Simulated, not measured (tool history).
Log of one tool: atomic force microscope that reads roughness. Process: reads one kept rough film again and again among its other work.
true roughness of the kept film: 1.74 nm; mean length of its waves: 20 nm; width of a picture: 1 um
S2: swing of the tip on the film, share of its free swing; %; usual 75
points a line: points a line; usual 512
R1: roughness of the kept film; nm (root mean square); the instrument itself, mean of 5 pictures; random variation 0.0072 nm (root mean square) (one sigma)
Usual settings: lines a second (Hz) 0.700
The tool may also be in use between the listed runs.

{"run": 1, "hour": 0.0, "lines a second (Hz)": 0.7, "S2": 75, "points a line": 512, "R1": 1.473}
{"run": 2, "hour": 31.9, "lines a second (Hz)": 0.7, "S2": 75, "points a line": 512, "R1": 1.429}
{"run": 3, "hour": 55.3, "lines a second (Hz)": 0.7, "S2": 75, "points a line": 512, "R1": 1.398}
{"run": 4, "hour": 102.8, "lines a second (Hz)": 0.7, "S2": 75, "points a line": 512, "R1": 1.332}
{"run": 5, "hour": 141.5, "lines a second (Hz)": 0.7, "S2": 75, "points a line": 512, "R1": 1.284}
{"run": 6, "hour": 188.7, "lines a second (Hz)": 0.7, "S2": 75, "points a line": 512, "R1": 1.219}
{"run": 7, "hour": 216.6, "lines a second (Hz)": 0.7, "S2": 75, "points a line": 512, "R1": 1.204}
{"hour": 225.4, "done": "new tip fitted"}
{"run": 8, "hour": 257.6, "lines a second (Hz)": 0.7, "S2": 75, "points a line": 512, "R1": 1.438}
{"run": 9, "hour": 301.9, "lines a second (Hz)": 0.7, "S2": 75, "points a line": 512, "R1": 1.378}
{"run": 10, "hour": 324.5, "lines a second (Hz)": 0.7, "S2": 75, "points a line": 512, "R1": 1.341}
{"run": 11, "hour": 352.4, "lines a second (Hz)": 0.7, "S2": 75, "points a line": 512, "R1": 1.305}
{"run": 12, "hour": 375.3, "lines a second (Hz)": 0.7, "S2": 75, "points a line": 512, "R1": 1.275}
{"run": 13, "hour": 404.3, "lines a second (Hz)": 0.7, "S2": 76, "points a line": 512, "R1": 1.234}
{"run": 14, "hour": 435.6, "lines a second (Hz)": 0.7, "S2": 79, "points a line": 512, "R1": 1.198}
{"hour": 453.1, "done": "new tip fitted"}
{"run": 15, "hour": 457.1, "lines a second (Hz)": 0.7, "S2": 75, "points a line": 594, "R1": 1.455}
{"run": 16, "hour": 486.8, "lines a second (Hz)": 0.7, "S2": 75, "points a line": 594, "R1": 1.408}
{"run": 17, "hour": 511.3, "lines a second (Hz)": 0.7, "S2": 75, "points a line": 594, "R1": 1.394}
{"run": 18, "hour": 554.0, "lines a second (Hz)": 0.7, "S2": 75, "points a line": 594, "R1": 1.325}
{"run": 19, "hour": 575.8, "lines a second (Hz)": 0.7, "S2": 75, "points a line": 594, "R1": 1.311}
{"run": 20, "hour": 604.3, "lines a second (Hz)": 0.7, "S2": 82, "points a line": 594, "R1": 1.259}
{"run": 21, "hour": 633.5, "lines a second (Hz)": 2.791, "S2": 89, "points a line": 362, "R1": 1.026}
{"run": 22, "hour": 675.9, "lines a second (Hz)": 1.088, "S2": 89, "points a line": 484, "R1": 1.121}
{"hour": 680.6, "done": "new tip fitted"}
{"run": 23, "hour": 725.9, "lines a second (Hz)": 1.088, "S2": 89, "points a line": 484, "R1": 1.348}
{"run": 24, "hour": 757.1, "lines a second (Hz)": 0.798, "S2": 82, "points a line": 935, "R1": 1.352}
{"run": 25, "hour": 779.5, "lines a second (Hz)": 0.798, "S2": 82, "points a line": 935, "R1": 1.311}
{"run": 26, "hour": 813.7, "lines a second (Hz)": 3.686, "S2": 65, "points a line": 347, "R1": 1.212}
{"run": 27, "hour": 846.1, "lines a second (Hz)": 3.686, "S2": 65, "points a line": 347, "R1": 1.175}
{"run": 28, "hour": 890.1, "lines a second (Hz)": 3.686, "S2": 65, "points a line": 347, "R1": 1.135}
{"hour": 905.5, "done": "new tip fitted"}
{"run": 29, "hour": 913.3, "lines a second (Hz)": 3.686, "S2": 65, "points a line": 347, "R1": 1.377}
{"run": 30, "hour": 935.4, "lines a second (Hz)": 0.802, "S2": 65, "points a line": 458, "R1": 1.448}
{"run": 31, "hour": 969.2, "lines a second (Hz)": 2.323, "S2": 75, "points a line": 357, "R1": 1.287}
{"run": 32, "hour": 1015.2, "lines a second (Hz)": 0.7, "S2": 74, "points a line": 461, "R1": 1.315}
{"run": 33, "hour": 1046.2, "lines a second (Hz)": 0.7, "S2": 75, "points a line": 320, "R1": 1.267}
{"run": 34, "hour": 1090.4, "lines a second (Hz)": 2.731, "S2": 75, "points a line": 465, "R1": 1.151}

The same runs without the tool's hidden state, with the same run-to-run variation:
The hidden state here: radius of the tip, nm; height scale over the true one, %; drift of the gauge itself on roughness_nm, %.
run=1 R1=1.487
run=2 R1=1.496
run=3 R1=1.499
run=4 R1=1.496
run=5 R1=1.498
run=6 R1=1.486
run=7 R1=1.507
run=8 R1=1.502
run=9 R1=1.505
run=10 R1=1.499
run=11 R1=1.499
run=12 R1=1.498
run=13 R1=1.489
run=14 R1=1.488
run=15 R1=1.489
run=16 R1=1.489
run=17 R1=1.513
run=18 R1=1.502
run=19 R1=1.516
run=20 R1=1.495
run=21 R1=1.256
run=22 R1=1.424
run=23 R1=1.433
run=24 R1=1.486
run=25 R1=1.475
run=26 R1=1.412
run=27 R1=1.412
run=28 R1=1.418
run=29 R1=1.407
run=30 R1=1.513
run=31 R1=1.395
run=32 R1=1.492
run=33 R1=1.479
run=34 R1=1.399
